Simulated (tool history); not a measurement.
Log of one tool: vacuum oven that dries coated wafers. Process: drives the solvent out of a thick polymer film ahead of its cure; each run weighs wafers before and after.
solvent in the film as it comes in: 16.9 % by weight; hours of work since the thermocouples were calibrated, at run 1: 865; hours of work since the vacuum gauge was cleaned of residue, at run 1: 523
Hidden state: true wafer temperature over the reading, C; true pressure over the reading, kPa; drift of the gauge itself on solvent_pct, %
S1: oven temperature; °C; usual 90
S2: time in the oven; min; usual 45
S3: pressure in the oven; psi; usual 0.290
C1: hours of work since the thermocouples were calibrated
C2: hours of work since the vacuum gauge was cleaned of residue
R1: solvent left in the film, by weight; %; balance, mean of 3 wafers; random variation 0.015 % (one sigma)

| run | hour | S1 | S2 | S3 | C1 | C2 | R1 |
|---|---|---|---|---|---|---|---|
| 1 | 0.0 | 90 | 45 | 0.290 | 865 | 523 | 1.59 |
| 2 | 22.0 | 90 | 45 | 0.290 | 875 | 532 | 1.56 |
| 3 | 40.5 | 90 | 45 | 0.290 | 883 | 540 | 1.59 |
| 4 | 82.2 | 90 | 45 | 0.290 | 901 | 558 | 1.58 |
| 5 | 123.9 | 90 | 45 | 0.290 | 919 | 576 | 1.59 |
| 6 | 143.9 | 90 | 45 | 0.949 | 927 | 585 | 3.65 |
| 7 | 177.1 | 90 | 45 | 0.290 | 941 | 599 | 1.59 |
| 8 | 210.7 | 104 | 45 | 0.290 | 956 | 613 | 0.69 |
| 9 | 228.9 | 104 | 45 | 0.290 | 964 | 621 | 0.66 |
| 10 | 268.6 | 104 | 45 | 0.290 | 981 | 638 | 0.69 |
| 11 | 309.5 | 82 | 45 | 0.290 | 998 | 656 | 2.81 |
| 12 | 341.4 | 79 | 45 | 0.290 | 1012 | 670 | 3.39 |
| 13 | 374.3 | 90 | 45 | 0.290 | 1026 | 684 | 1.63 |
| 14 | 409.5 | 90 | 45 | 0.290 | 1042 | 699 | 1.65 |
| 15 | 439.9 | 87 | 45 | 0.290 | 1055 | 712 | 2.00 |
| 16 | 478.4 | 90 | 45 | 0.290 | 1071 | 729 | 1.62 |
| 17 | 511.6 | 90 | 45 | 0.290 | 1085 | 743 | 1.63 |
| 18 | 535.3 | 90 | 45 | 0.290 | 1096 | 753 | 1.64 |
|  | 540.2 | oven's thermocouples calibrated |
| 19 | 563.6 | 90 | 45 | 0.290 | 10 | 764 | 1.73 |
| 20 | 586.5 | 90 | 62 | 0.290 | 20 | 774 | 1.26 |
| 21 | 620.7 | 85 | 45 | 0.290 | 35 | 789 | 2.41 |
|  | 629.5 | oven's thermocouples calibrated, once more |
| 22 | 654.4 | 85 | 45 | 0.290 | 11 | 803 | 2.30 |
| 23 | 675.2 | 85 | 45 | 0.290 | 20 | 812 | 2.26 |
| 24 | 696.8 | 85 | 45 | 0.290 | 29 | 821 | 2.27 |
| 25 | 721.8 | 85 | 45 | 0.290 | 40 | 832 | 2.29 |
| 26 | 749.3 | 85 | 40 | 0.569 | 52 | 844 | 3.59 |
| 27 | 777.2 | 85 | 74 | 0.236 | 64 | 856 | 1.29 |
| 28 | 797.2 | 85 | 74 | 0.236 | 72 | 864 | 1.30 |
| 29 | 836.7 | 90 | 22 | 0.373 | 89 | 881 | 4.02 |
| 30 | 868.5 | 90 | 45 | 0.497 | 103 | 895 | 2.26 |
| 31 | 898.3 | 95 | 69 | 1.024 | 116 | 908 | 2.91 |
| 32 | 934.9 | 101 | 65 | 0.998 | 132 | 924 | 2.29 |
| 33 | 954.1 | 92 | 71 | 0.709 | 140 | 932 | 2.33 |
| 34 | 990.1 | 95 | 31 | 0.554 | 155 | 947 | 2.47 |
| 35 | 1007.5 | 95 | 31 | 0.554 | 163 | 955 | 2.48 |
| 36 | 1043.5 | 104 | 45 | 0.776 | 178 | 970 | 1.66 |
| 37 | 1075.5 | 104 | 45 | 0.776 | 192 | 984 | 1.67 |
| 38 | 1114.3 | 85 | 27 | 0.445 | 209 | 1001 | 4.56 |
| 39 | 1154.1 | 85 | 27 | 0.445 | 226 | 1018 | 4.62 |
| 40 | 1193.0 | 85 | 65 | 0.332 | 243 | 1035 | 1.82 |
| 41 | 1231.7 | 93 | 37 | 0.290 | 259 | 1051 | 1.67 |
| 42 | 1255.9 | 77 | 45 | 0.174 | 270 | 1062 | 3.39 |
| 43 | 1295.3 | 77 | 77 | 0.621 | 287 | 1079 | 4.21 |
| 44 | 1316.7 | 77 | 26 | 0.960 | 296 | 1088 | 8.82 |
| 45 | 1344.3 | 77 | 26 | 0.960 | 308 | 1100 | 8.92 |
| 46 | 1376.0 | 77 | 40 | 0.236 | 322 | 1114 | 4.22 |
| 47 | 1399.0 | 77 | 40 | 0.236 | 331 | 1123 | 4.19 |
| 48 | 1422.2 | 103 | 65 | 0.290 | 341 | 1133 | 0.69 |

How the hidden state differs across the entries between the runs, from the last listed run before each to the first after it:
Between runs 18 and 19: oven's thermocouples calibrated (hour 540.2)
  true wafer temperature over the reading, C: -0.66 -> -1.03; true pressure over the reading, kPa: 0.264 -> 0.268
  measured less the result without the state, R1: +0.20 -> +0.24 %
Between runs 21 and 22: oven's thermocouples calibrated, once more (hour 629.5)
  true wafer temperature over the reading, C: -1.06 -> -0.22; true pressure over the reading, kPa: 0.277 -> 0.282
  measured less the result without the state, R1: +0.32 -> +0.18 %

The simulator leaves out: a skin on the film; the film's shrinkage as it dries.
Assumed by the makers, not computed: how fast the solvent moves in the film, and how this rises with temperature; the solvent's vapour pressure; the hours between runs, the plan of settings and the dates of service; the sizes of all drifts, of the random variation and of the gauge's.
